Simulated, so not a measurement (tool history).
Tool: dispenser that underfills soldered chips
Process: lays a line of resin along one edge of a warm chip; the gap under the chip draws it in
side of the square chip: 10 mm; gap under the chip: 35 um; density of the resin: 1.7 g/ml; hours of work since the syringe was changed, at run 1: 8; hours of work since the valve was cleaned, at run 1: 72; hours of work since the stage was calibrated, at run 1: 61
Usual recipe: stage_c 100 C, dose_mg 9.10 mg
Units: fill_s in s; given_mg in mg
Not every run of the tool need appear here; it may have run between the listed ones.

run,day,stage_c,dose_mg,hours of work since the syringe was changed,hours of work since the valve was cleaned,hours of work since the stage was calibrated,fill_s,given_mg
1,0.000,100,9.10,8,72,61,251.5,8.51
# day 0.121: dispensing valve cleaned and set on the balance
# day 0.200: new syringe of resin
2,0.525,100,9.10,5,6,69,207.3,9.10
# day 0.867: new syringe of resin
3,0.938,100,10.92,1,13,76,160.1,10.69
4,1.175,100,10.92,5,17,80,201.8,10.70
# day 1.533: new syringe of resin
5,1.542,100,8.24,0,23,85,152.4,8.16
6,2.000,100,8.24,8,30,93,245.2,7.99
# day 2.200: new syringe of resin
7,2.392,100,9.10,3,36,99,180.7,8.87
# day 2.850: new syringe of resin
8,2.871,86,9.10,0,44,107,288.6,8.81
9,3.250,86,9.10,7,50,113,407.1,8.78
# day 3.525: new syringe of resin
10,3.554,86,9.44,0,55,118,277.5,9.10
11,3.912,86,9.44,6,61,124,404.8,8.92
# day 4.204: new syringe of resin
12,4.325,86,9.44,2,68,130,312.6,8.97
13,4.592,86,9.44,6,72,135,411.7,8.90
# day 4.712: dispensing valve cleaned and set on the balance
# day 4.921: new syringe of resin
14,5.054,86,9.44,2,5,141,312.0,9.42
15,5.458,100,8.89,9,12,148,260.2,8.77
# day 5.579: new syringe of resin
16,5.729,100,8.89,2,16,152,172.0,8.72
17,5.971,100,8.89,6,20,156,219.3,8.84
# day 6.242: new syringe of resin
18,6.362,100,11.49,2,27,162,165.9,11.36
19,6.812,112,10.52,9,34,170,158.9,10.25
# day 6.892: new syringe of resin
20,7.233,97,7.85,6,41,177,248.3,7.56
# day 7.583: new syringe of resin
21,7.758,97,7.85,3,49,185,212.2,7.61
22,8.004,86,8.68,7,53,189,418.6,8.36
# day 8.262: new syringe of resin
23,8.450,86,8.68,3,60,196,324.8,8.39
# day 8.929: new syringe of resin
24,8.954,99,8.07,0,68,204,163.1,7.70
25,9.225,89,9.10,5,73,209,315.9,8.52
# day 9.312: dispensing valve cleaned and set on the balance
26,9.517,111,9.43,9,3,213,160.4,9.41
# day 9.642: new syringe of resin
27,9.929,103,9.10,5,10,219,173.8,9.00
# day 10.296: new syringe of resin
28,10.412,88,7.83,2,18,227,286.0,7.71
29,10.796,106,8.04,8,24,233,197.7,7.86
# day 10.967: new syringe of resin
30,11.017,107,10.00,1,27,237,112.5,9.75
31,11.321,107,10.00,6,32,242,150.7,9.77
# day 11.625: new syringe of resin
32,11.779,107,10.00,3,40,249,124.7,9.58
33,12.217,107,10.00,10,47,256,195.7,9.69
# day 12.275: new syringe of resin
34,12.521,90,11.70,4,52,261,274.9,11.10

3 options for the next run, each taken on its own from the tool as it stands now. Forecast them:
A,12.871,90,9.05,10,57,267,?,?
B,12.871,90,9.42,10,57,267,?,?
C,12.871,114,9.10,10,57,267,?,?

run,fill_s,given_mg
A,395.1,8.51
B,399.6,9.00
C,150.2,8.67
With no hidden state in the tool, these same runs would have given:
run,fill_s,given_mg
A,236.3,8.95
B,239.4,9.45
C,89.5,9.11
